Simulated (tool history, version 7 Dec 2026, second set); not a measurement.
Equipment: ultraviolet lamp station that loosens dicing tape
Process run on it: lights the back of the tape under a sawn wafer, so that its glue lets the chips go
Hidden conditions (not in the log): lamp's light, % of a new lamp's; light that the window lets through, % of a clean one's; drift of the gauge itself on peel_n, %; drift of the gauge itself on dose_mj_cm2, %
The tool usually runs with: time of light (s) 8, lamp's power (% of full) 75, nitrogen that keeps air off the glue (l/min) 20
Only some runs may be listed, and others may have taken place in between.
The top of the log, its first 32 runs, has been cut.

run    hour  time of light (s)  lamp's power (% of full)  nitrogen that keeps air off the glue (l/min)  hours of work of the lamp  hours of work since the window was cleaned  force that peels the tape off (N)  light that reached the tape (mJ/cm2)
 33  1837.9                 11                        97                                            20                        644                                         391                              0.354                                   660
     1917.2  -- lamp changed
 34  1922.7                 11                        97                                            20                          2                                         428                              0.237                                   831
     1958.9  -- window cleaned of glue's vapour
 35  1980.9                  5                        66                                            20                         28                                          10                               1.67                                   267
 36  2064.7                  5                        66                                            20                         66                                          47                              1.739                                   263
 37  2140.8                  5                        66                                            20                        100                                          81                              1.786                                   260
 38  2177.3                  5                        66                                            20                        116                                          97                              1.764                                   257
 39  2244.1                  5                        66                                            20                        146                                         127                              1.782                                   255
 40  2303.7                 10                        75                                            20                        172                                         154                               0.49                                   579
 41  2341.1                  5                        76                                            20                        189                                         171                               1.53                                   287
 42  2429.2                  5                        76                                            20                        228                                         210                              1.576                                   284

Forecast each of these 3 alternatives for the next run:
  A  2477.9                 12                        99                                            20                        250                                         232                                  ?                                     ?
  B  2477.9                  8                        77                                            20                        250                                         232                                  ?                                     ?
  C  2477.9                  9                        75                                            20                        250                                         232                                  ?                                     ?

run  force that peels the tape off (N)  light that reached the tape (mJ/cm2)
  A                              0.209                                   877
  B                              0.737                                   458
  C                              0.635                                   499
What these runs would have given with no unlogged condition in the tool:
run  force that peels the tape off (N)  light that reached the tape (mJ/cm2)
  A                              0.177                                   987
  B                              0.587                                   515
  C                              0.503                                   562

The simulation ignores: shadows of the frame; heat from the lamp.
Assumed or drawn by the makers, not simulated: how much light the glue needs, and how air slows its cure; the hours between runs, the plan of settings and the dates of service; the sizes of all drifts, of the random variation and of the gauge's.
